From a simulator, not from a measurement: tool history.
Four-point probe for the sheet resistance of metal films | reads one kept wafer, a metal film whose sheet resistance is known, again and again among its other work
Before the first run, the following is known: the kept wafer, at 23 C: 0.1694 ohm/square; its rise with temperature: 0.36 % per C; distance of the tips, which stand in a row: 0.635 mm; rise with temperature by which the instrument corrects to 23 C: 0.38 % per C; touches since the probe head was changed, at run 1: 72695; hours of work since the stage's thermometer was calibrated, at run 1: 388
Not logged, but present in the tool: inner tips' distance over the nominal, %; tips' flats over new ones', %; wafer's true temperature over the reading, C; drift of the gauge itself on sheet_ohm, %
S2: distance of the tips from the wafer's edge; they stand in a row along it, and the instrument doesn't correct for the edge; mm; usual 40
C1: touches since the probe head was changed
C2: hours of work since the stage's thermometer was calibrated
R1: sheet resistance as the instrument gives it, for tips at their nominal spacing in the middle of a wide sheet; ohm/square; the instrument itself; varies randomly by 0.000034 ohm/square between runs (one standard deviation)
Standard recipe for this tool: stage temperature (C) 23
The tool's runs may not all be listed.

Run 1, hour 0: usual settings; C1 72695; C2 388. Result: R1 0.169349 ohm/square.
Run 2, hour 37.4: usual settings; C1 73862; C2 415. Result: R1 0.169439 ohm/square.
Run 3, hour 75.3: usual settings; C1 75048; C2 444. Result: R1 0.169412 ohm/square.
Run 4, hour 125.6: usual settings; C1 76619; C2 481. Result: R1 0.169372 ohm/square.
Run 5, hour 186.4: usual settings; C1 78517; C2 526. Result: R1 0.169453 ohm/square.
Run 6, hour 234.8: usual settings; C1 80029; C2 562. Result: R1 0.169423 ohm/square.
Run 7, hour 285: usual settings; C1 81596; C2 599. Result: R1 0.169391 ohm/square.
Run 8, hour 330.7: usual settings but S2 30 mm; C1 83023; C2 633. Result: R1 0.169436 ohm/square.
Run 9, hour 384: usual settings but stage temperature (C) 31; C1 84689; C2 673. Result: R1 0.169131 ohm/square.
Run 10, hour 419.5: usual settings but stage temperature (C) 22; C1 85797; C2 699. Result: R1 0.169446 ohm/square.
Run 11, hour 487: usual settings but stage temperature (C) 25; C1 87906; C2 750. Result: R1 0.169305 ohm/square.
Run 12, hour 542: usual settings but stage temperature (C) 22, S2 7 mm; C1 89624; C2 790. Result: R1 0.170085 ohm/square.
Run 13, hour 609.8: usual settings but stage temperature (C) 22, S2 7 mm; C1 91740; C2 841. Result: R1 0.170139 ohm/square.
Run 14, hour 658.8: usual settings but stage temperature (C) 22, S2 7 mm; C1 93271; C2 877. Result: R1 0.170191 ohm/square.

Predict the results of run 15:
Run 15, hour 714.6: usual settings but stage temperature (C) 20, S2 13 mm; C1 95014; C2 919. Result: R1 ?.

Run 15 produced R1 0.169764 ohm/square.
With no hidden state in the tool, this same run would have given R1 0.169791 ohm/square.

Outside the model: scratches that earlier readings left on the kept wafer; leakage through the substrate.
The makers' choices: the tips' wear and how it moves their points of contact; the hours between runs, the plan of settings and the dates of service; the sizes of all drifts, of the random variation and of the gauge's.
